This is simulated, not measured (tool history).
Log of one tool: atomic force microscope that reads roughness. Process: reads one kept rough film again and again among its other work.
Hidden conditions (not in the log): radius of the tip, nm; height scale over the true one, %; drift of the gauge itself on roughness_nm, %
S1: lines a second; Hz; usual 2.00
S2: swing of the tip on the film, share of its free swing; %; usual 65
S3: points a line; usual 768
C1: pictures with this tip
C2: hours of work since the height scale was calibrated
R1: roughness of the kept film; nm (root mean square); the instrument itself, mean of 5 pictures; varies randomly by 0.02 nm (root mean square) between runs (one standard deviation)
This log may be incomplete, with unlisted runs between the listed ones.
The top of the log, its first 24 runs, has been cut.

run 25 hour=582.2 | S1=0.76 S2=59 S3=351 | C1=241 C2=653 | R1=4.293
-- hour=592.1 new tip fitted
run 26 hour=606.7 | S1=1.04 S2=65 S3=768 | C1=40 C2=672 | R1=4.807
run 27 hour=621.0 | S1=1.01 S2=65 S3=560 | C1=78 C2=683 | R1=4.680
run 28 hour=652.8 | S1=1.01 S2=65 S3=560 | C1=163 C2=708 | R1=4.478
run 29 hour=666.5 | S1=0.88 S2=65 S3=560 | C1=200 C2=718 | R1=4.371
-- hour=669.0 height scale calibrated on a step standard
-- hour=690.4 new tip fitted
run 30 hour=700.3 | S1=2.00 S2=80 S3=838 | C1=26 C2=24 | R1=4.468
run 31 hour=717.9 | S1=2.00 S2=65 S3=487 | C1=74 C2=38 | R1=4.584
run 32 hour=738.0 | S1=3.21 S2=69 S3=734 | C1=128 C2=54 | R1=4.231
run 33 hour=753.4 | S1=2.49 S2=71 S3=331 | C1=169 C2=66 | R1=4.192
-- hour=775.5 height scale calibrated on a step standard, once more
run 34 hour=775.5 | S1=3.37 S2=85 S3=768 | C1=226 C2=0 | R1=3.595
-- hour=790.6 new tip fitted
run 35 hour=793.2 | S1=0.59 S2=75 S3=475 | C1=7 C2=13 | R1=4.906
run 36 hour=819.1 | S1=0.77 S2=75 S3=845 | C1=77 C2=34 | R1=4.720
run 37 hour=846.0 | S1=0.77 S2=75 S3=845 | C1=149 C2=55 | R1=4.503
run 38 hour=877.6 | S1=2.83 S2=65 S3=346 | C1=234 C2=79 | R1=4.112
-- hour=888.2 new tip fitted
run 39 hour=910.8 | S1=3.37 S2=62 S3=278 | C1=61 C2=105 | R1=4.561
run 40 hour=939.8 | S1=3.37 S2=85 S3=278 | C1=139 C2=128 | R1=3.738
run 41 hour=964.5 | S1=2.00 S2=65 S3=625 | C1=206 C2=147 | R1=4.200

Predict each of these 3 candidate next runs independently; none follows another, all start after run 41:
-- hour=985.9 new tip fitted
run A hour=992.1 | S1=2.00 S2=80 S3=625 | C1=17 C2=168 | R1=?
-- hour=985.9 new tip fitted
run B hour=992.1 | S1=2.05 S2=89 S3=625 | C1=17 C2=168 | R1=?
-- hour=985.9 new tip fitted
run C hour=992.1 | S1=3.46 S2=82 S3=768 | C1=17 C2=168 | R1=?

run=A R1=4.544
run=B R1=4.273
run=C R1=4.210
What these runs would have given with no unlogged condition in the tool:
run=A R1=4.613
run=B R1=4.338
run=C R1=4.274

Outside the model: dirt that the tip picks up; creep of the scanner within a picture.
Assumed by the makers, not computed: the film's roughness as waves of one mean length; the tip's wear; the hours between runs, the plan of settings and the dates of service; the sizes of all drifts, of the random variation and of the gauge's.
